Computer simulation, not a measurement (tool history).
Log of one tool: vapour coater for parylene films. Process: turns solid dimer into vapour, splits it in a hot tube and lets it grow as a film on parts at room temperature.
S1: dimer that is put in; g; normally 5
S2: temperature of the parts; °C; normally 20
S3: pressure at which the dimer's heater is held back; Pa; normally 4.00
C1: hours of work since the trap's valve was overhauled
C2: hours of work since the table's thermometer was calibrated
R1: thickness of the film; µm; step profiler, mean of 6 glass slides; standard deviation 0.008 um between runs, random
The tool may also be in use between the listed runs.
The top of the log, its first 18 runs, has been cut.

{"run": 19, "hour": 517.6, "S1": 5, "S2": 20, "S3": 4.0, "C1": 207, "C2": 578, "R1": 0.831}
{"run": 20, "hour": 535.7, "S1": 5, "S2": 20, "S3": 4.0, "C1": 222, "C2": 593, "R1": 0.841}
{"run": 21, "hour": 563.0, "S1": 5, "S2": 20, "S3": 4.0, "C1": 244, "C2": 615, "R1": 0.836}
{"run": 22, "hour": 600.8, "S1": 8, "S2": 20, "S3": 4.0, "C1": 275, "C2": 646, "R1": 1.301}
{"run": 23, "hour": 640.4, "S1": 4, "S2": 20, "S3": 4.0, "C1": 307, "C2": 678, "R1": 0.657}
{"hour": 657.3, "done": "trap's valve overhauled"}
{"run": 24, "hour": 683.4, "S1": 5, "S2": 17, "S3": 4.16, "C1": 21, "C2": 710, "R1": 0.961}
{"run": 25, "hour": 704.2, "S1": 5, "S2": 17, "S3": 4.16, "C1": 38, "C2": 727, "R1": 0.947}
{"run": 26, "hour": 729.8, "S1": 5, "S2": 17, "S3": 4.16, "C1": 59, "C2": 748, "R1": 0.922}

Run 27 has not been measured yet. What should we expect?
{"run": 27, "hour": 752.5, "S1": 5, "S2": 13, "S3": 3.4, "C1": 78, "C2": 767, "R1": "?"}

R1: 1.056 µm
With the hidden condition absent and the run-to-run variation left alone, this run would have shown R1 1.103 µm.
